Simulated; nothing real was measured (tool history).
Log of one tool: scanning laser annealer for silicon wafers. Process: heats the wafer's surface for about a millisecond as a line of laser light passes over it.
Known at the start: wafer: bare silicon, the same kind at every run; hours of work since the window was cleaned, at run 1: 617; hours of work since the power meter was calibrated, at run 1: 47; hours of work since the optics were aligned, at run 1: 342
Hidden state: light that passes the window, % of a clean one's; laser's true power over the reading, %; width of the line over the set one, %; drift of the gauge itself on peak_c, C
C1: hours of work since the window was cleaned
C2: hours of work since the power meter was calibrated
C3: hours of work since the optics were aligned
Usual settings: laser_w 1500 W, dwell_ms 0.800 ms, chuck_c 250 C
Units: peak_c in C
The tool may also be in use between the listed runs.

run 1 hour=0.0 | laser_w=1500 dwell_ms=0.800 chuck_c=250 | C1=617 C2=47 C3=342 | peak_c=957
run 2 hour=19.5 | laser_w=1500 dwell_ms=0.800 chuck_c=250 | C1=629 C2=59 C3=354 | peak_c=958
run 3 hour=40.2 | laser_w=1579 dwell_ms=0.800 chuck_c=250 | C1=642 C2=72 C3=367 | peak_c=1001
-- hour=67.9 window over the wafer cleaned
run 4 hour=71.0 | laser_w=1579 dwell_ms=0.800 chuck_c=250 | C1=2 C2=90 C3=384 | peak_c=1047
run 5 hour=84.9 | laser_w=1500 dwell_ms=0.800 chuck_c=250 | C1=11 C2=98 C3=393 | peak_c=1001
run 6 hour=111.1 | laser_w=1500 dwell_ms=0.761 chuck_c=250 | C1=27 C2=115 C3=409 | peak_c=980
run 7 hour=132.9 | laser_w=1500 dwell_ms=0.800 chuck_c=250 | C1=40 C2=128 C3=423 | peak_c=998
run 8 hour=152.8 | laser_w=1500 dwell_ms=0.800 chuck_c=250 | C1=53 C2=141 C3=435 | peak_c=991
run 9 hour=178.8 | laser_w=1500 dwell_ms=0.800 chuck_c=250 | C1=69 C2=157 C3=452 | peak_c=994
run 10 hour=203.6 | laser_w=1500 dwell_ms=0.800 chuck_c=250 | C1=84 C2=172 C3=467 | peak_c=996
run 11 hour=226.2 | laser_w=1500 dwell_ms=0.800 chuck_c=250 | C1=99 C2=186 C3=481 | peak_c=991
run 12 hour=252.5 | laser_w=1500 dwell_ms=0.800 chuck_c=250 | C1=115 C2=203 C3=497 | peak_c=992
run 13 hour=264.3 | laser_w=1500 dwell_ms=0.800 chuck_c=250 | C1=122 C2=210 C3=505 | peak_c=989
run 14 hour=279.9 | laser_w=1500 dwell_ms=0.800 chuck_c=231 | C1=132 C2=220 C3=514 | peak_c=970
run 15 hour=305.5 | laser_w=1500 dwell_ms=0.800 chuck_c=231 | C1=148 C2=236 C3=530 | peak_c=971
run 16 hour=334.1 | laser_w=1500 dwell_ms=0.800 chuck_c=231 | C1=166 C2=254 C3=548 | peak_c=971
run 17 hour=352.4 | laser_w=1500 dwell_ms=0.800 chuck_c=231 | C1=177 C2=265 C3=560 | peak_c=965
run 18 hour=372.4 | laser_w=1500 dwell_ms=0.800 chuck_c=231 | C1=190 C2=277 C3=572 | peak_c=968
run 19 hour=397.6 | laser_w=1500 dwell_ms=0.800 chuck_c=231 | C1=205 C2=293 C3=588 | peak_c=967
run 20 hour=419.0 | laser_w=1500 dwell_ms=0.800 chuck_c=250 | C1=219 C2=306 C3=601 | peak_c=982
run 21 hour=432.7 | laser_w=1602 dwell_ms=0.732 chuck_c=242 | C1=227 C2=315 C3=610 | peak_c=992
run 22 hour=450.8 | laser_w=1550 dwell_ms=0.864 chuck_c=242 | C1=238 C2=326 C3=621 | peak_c=1035
run 23 hour=474.5 | laser_w=1550 dwell_ms=0.864 chuck_c=242 | C1=253 C2=341 C3=636 | peak_c=1034
run 24 hour=499.9 | laser_w=1500 dwell_ms=0.584 chuck_c=250 | C1=269 C2=357 C3=651 | peak_c=860
run 25 hour=523.8 | laser_w=1500 dwell_ms=0.584 chuck_c=250 | C1=284 C2=372 C3=666 | peak_c=857
run 26 hour=537.9 | laser_w=1360 dwell_ms=0.646 chuck_c=213 | C1=292 C2=380 C3=675 | peak_c=788
-- hour=542.3 laser's power meter calibrated
run 27 hour=562.2 | laser_w=1588 dwell_ms=0.771 chuck_c=285 | C1=306 C2=12 C3=688 | peak_c=1044
run 28 hour=579.5 | laser_w=1500 dwell_ms=0.735 chuck_c=250 | C1=316 C2=23 C3=699 | peak_c=947
run 29 hour=603.3 | laser_w=1500 dwell_ms=0.735 chuck_c=250 | C1=331 C2=38 C3=714 | peak_c=940

Forecast run 30:
-- hour=619.1 laser's power meter calibrated, once more
run 30 hour=619.8 | laser_w=1550 dwell_ms=0.800 chuck_c=250 | C1=340 C2=0 C3=722 | peak_c=?

{"run 30": {"peak_c": 994}}
Without the tool's hidden state the same run would have given peak_c 1034 C.
